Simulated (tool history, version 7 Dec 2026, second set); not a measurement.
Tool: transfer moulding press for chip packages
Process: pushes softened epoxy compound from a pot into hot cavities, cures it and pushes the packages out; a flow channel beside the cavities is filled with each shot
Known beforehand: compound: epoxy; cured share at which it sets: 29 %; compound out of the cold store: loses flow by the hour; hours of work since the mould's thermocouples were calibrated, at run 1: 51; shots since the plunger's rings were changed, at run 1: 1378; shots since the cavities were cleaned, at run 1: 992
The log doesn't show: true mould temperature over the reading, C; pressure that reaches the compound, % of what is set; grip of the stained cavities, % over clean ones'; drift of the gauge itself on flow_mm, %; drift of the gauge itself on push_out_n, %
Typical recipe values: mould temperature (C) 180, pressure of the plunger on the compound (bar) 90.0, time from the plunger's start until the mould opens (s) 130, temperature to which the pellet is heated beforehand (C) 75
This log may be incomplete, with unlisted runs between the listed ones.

run,hour,mould temperature (C),pressure of the plunger on the compound (bar),time from the plunger's start until the mould opens (s),temperature to which the pellet is heated beforehand (C),hours of work since the mould's thermocouples were calibrated,shots since the plunger's rings were changed,shots since the cavities were cleaned,incoming compound's hours out of the cold store,length that the compound runs in the flow channel (mm),greatest force on the pins that push the packages out (N)
1,0.0,180,90.0,130,75,51,1378,992,9.9,812,771
2,16.0,180,90.0,130,75,60,1519,1133,43.5,654,712
# hour 20.1: cavities cleaned with cleaning compound and waxed
3,33.7,176,90.0,130,75,69,1663,121,10.1,823,1063
4,42.7,176,90.0,130,75,74,1742,200,42.8,671,974
5,58.2,176,90.0,130,75,83,1879,337,45.4,653,935
6,66.9,176,90.0,130,75,88,1956,414,30.2,724,1045
7,76.2,180,90.0,130,75,93,2038,496,15.6,773,875
8,83.4,183,90.0,114,75,97,2102,560,41.8,649,839
9,92.1,178,96.2,145,73,102,2179,637,29.8,742,807
10,103.4,182,90.0,116,75,109,2280,738,17.3,765,904
# hour 110.0: cavities cleaned with cleaning compound and waxed, once more
11,112.9,173,90.0,122,75,113,2350,26,8.9,840,975

Forecast run 12:
12,123.1,186,82.6,155,81,119,2441,117,15.8,?,?

Logged for run 12: length that the compound runs in the flow channel (mm) 721, greatest force on the pins that push the packages out (N) 475.
Minus the tool's unlogged condition, the same run would have read length that the compound runs in the flow channel (mm) 737, greatest force on the pins that push the packages out (N) 436.
